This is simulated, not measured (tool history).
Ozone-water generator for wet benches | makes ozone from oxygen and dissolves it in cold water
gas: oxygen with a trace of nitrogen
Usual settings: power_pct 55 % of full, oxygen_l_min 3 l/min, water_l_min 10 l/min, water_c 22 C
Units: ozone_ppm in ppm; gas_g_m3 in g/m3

run	hour	power_pct	oxygen_l_min	water_l_min	water_c	ozone_ppm	gas_g_m3
1	0	55	3	10	22	21.5	170
2	164.5	55	3	10	24	20.5	169.7
3	266.6	55	3	10	24	20.2	170.6
4	411.3	55	3	10	20	21.6	172.8
5	485.5	55	3	10	18	22.4	172.6
# hour 576.3: contactor cleaned
6	623.2	55	3	10	18	22.8	171.2
7	734.5	55	3	10	22	21.4	172.1
8	811.5	55	3.66	9	22	22.7	159.9
9	898.7	60	3.76	9	20	26	173.8
10	1046.6	60	3.76	10	20	24.2	173.1
11	1132.1	60	3.76	10	20	24.5	172
12	1217.5	41	4.95	13	18	15.3	112.3
13	1385.7	41	4.95	13	18	15.3	110.4
14	1469.3	55	5.28	10	16	24.5	142.1

5 ways to go on from here, each from the tool as it stands after run 14. What would each give?
A	1578.3	53	3.15	9	16	?	?
B	1578.3	55	1.72	10	16	?	?
C	1578.3	53	5.28	10	16	?	?
D	1578.3	55	5.28	10	16	?	?
E	1578.3	55	2.53	10	16	?	?

run	ozone_ppm	gas_g_m3
A	24.1	166.6
B	20.5	210.6
C	24	137.3
D	24.6	141.5
E	22.3	186.2
Without the tool's hidden state the same runs would have given:
run	ozone_ppm	gas_g_m3
A	24.2	162.8
B	20.6	205.9
C	24	134.2
D	24.6	138.3
E	22.3	182
